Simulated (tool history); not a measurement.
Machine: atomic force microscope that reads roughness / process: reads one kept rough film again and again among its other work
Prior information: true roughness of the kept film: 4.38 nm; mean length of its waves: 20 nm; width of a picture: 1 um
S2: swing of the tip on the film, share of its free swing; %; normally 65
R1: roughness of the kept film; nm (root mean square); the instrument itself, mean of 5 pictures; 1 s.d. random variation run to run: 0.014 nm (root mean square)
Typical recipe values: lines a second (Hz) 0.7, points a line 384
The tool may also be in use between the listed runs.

{"run": 1, "day": 0.0, "lines a second (Hz)": 0.7, "S2": 65, "points a line": 384, "R1": 3.435}
{"run": 2, "day": 0.304, "lines a second (Hz)": 0.7, "S2": 65, "points a line": 384, "R1": 3.439}
{"run": 3, "day": 0.829, "lines a second (Hz)": 0.7, "S2": 65, "points a line": 384, "R1": 3.45}
{"run": 4, "day": 1.125, "lines a second (Hz)": 0.7, "S2": 65, "points a line": 384, "R1": 3.449}
{"run": 5, "day": 1.658, "lines a second (Hz)": 0.7, "S2": 65, "points a line": 384, "R1": 3.457}
{"run": 6, "day": 2.238, "lines a second (Hz)": 0.7, "S2": 65, "points a line": 384, "R1": 3.421}
{"run": 7, "day": 2.512, "lines a second (Hz)": 0.7, "S2": 65, "points a line": 384, "R1": 3.449}
{"run": 8, "day": 2.804, "lines a second (Hz)": 0.7, "S2": 65, "points a line": 384, "R1": 3.436}
{"run": 9, "day": 3.383, "lines a second (Hz)": 0.7, "S2": 65, "points a line": 384, "R1": 3.43}
{"run": 10, "day": 3.638, "lines a second (Hz)": 0.7, "S2": 65, "points a line": 425, "R1": 3.439}
{"run": 11, "day": 4.046, "lines a second (Hz)": 0.7, "S2": 65, "points a line": 425, "R1": 3.447}
{"run": 12, "day": 4.396, "lines a second (Hz)": 0.7, "S2": 65, "points a line": 425, "R1": 3.415}
{"run": 13, "day": 4.662, "lines a second (Hz)": 0.7, "S2": 65, "points a line": 384, "R1": 3.419}
{"run": 14, "day": 5.25, "lines a second (Hz)": 0.7, "S2": 65, "points a line": 384, "R1": 3.412}
{"run": 15, "day": 5.796, "lines a second (Hz)": 0.7, "S2": 65, "points a line": 384, "R1": 3.445}
{"day": 6.146, "done": "new tip fitted"}
{"run": 16, "day": 6.192, "lines a second (Hz)": 0.7, "S2": 65, "points a line": 384, "R1": 3.436}
{"run": 17, "day": 6.629, "lines a second (Hz)": 1.484, "S2": 60, "points a line": 356, "R1": 3.381}
{"run": 18, "day": 7.146, "lines a second (Hz)": 1.34, "S2": 60, "points a line": 313, "R1": 3.355}
{"run": 19, "day": 7.538, "lines a second (Hz)": 0.871, "S2": 65, "points a line": 864, "R1": 3.482}
{"run": 20, "day": 7.971, "lines a second (Hz)": 3.695, "S2": 77, "points a line": 671, "R1": 2.765}
{"run": 21, "day": 8.521, "lines a second (Hz)": 2.205, "S2": 77, "points a line": 919, "R1": 3.064}
{"run": 22, "day": 8.908, "lines a second (Hz)": 0.898, "S2": 65, "points a line": 341, "R1": 3.393}
{"run": 23, "day": 9.208, "lines a second (Hz)": 0.661, "S2": 89, "points a line": 384, "R1": 3.23}
{"run": 24, "day": 9.496, "lines a second (Hz)": 0.7, "S2": 65, "points a line": 699, "R1": 3.48}
{"run": 25, "day": 10.025, "lines a second (Hz)": 0.7, "S2": 65, "points a line": 699, "R1": 3.479}
{"run": 26, "day": 10.558, "lines a second (Hz)": 0.787, "S2": 57, "points a line": 258, "R1": 3.384}
{"run": 27, "day": 11.012, "lines a second (Hz)": 2.968, "S2": 65, "points a line": 384, "R1": 3.155}
{"run": 28, "day": 11.454, "lines a second (Hz)": 2.968, "S2": 65, "points a line": 384, "R1": 3.174}
{"run": 29, "day": 12.029, "lines a second (Hz)": 2.968, "S2": 65, "points a line": 460, "R1": 3.155}
{"run": 30, "day": 12.55, "lines a second (Hz)": 2.968, "S2": 65, "points a line": 460, "R1": 3.156}
{"run": 31, "day": 12.921, "lines a second (Hz)": 2.968, "S2": 65, "points a line": 460, "R1": 3.186}
{"run": 32, "day": 13.321, "lines a second (Hz)": 2.217, "S2": 65, "points a line": 384, "R1": 3.261}

Predict each of these 3 candidate next runs independently; none follows another, all start after run 32:
{"run": "A", "day": 13.817, "lines a second (Hz)": 0.819, "S2": 63, "points a line": 311, "R1": "?"}
{"run": "B", "day": 13.817, "lines a second (Hz)": 0.887, "S2": 65, "points a line": 384, "R1": "?"}
{"run": "C", "day": 13.817, "lines a second (Hz)": 2.025, "S2": 65, "points a line": 880, "R1": "?"}

run=A R1=3.4
run=B R1=3.405
run=C R1=3.309
With no hidden state in the tool, these same runs would have given:
run=A R1=3.41
run=B R1=3.415
run=C R1=3.319
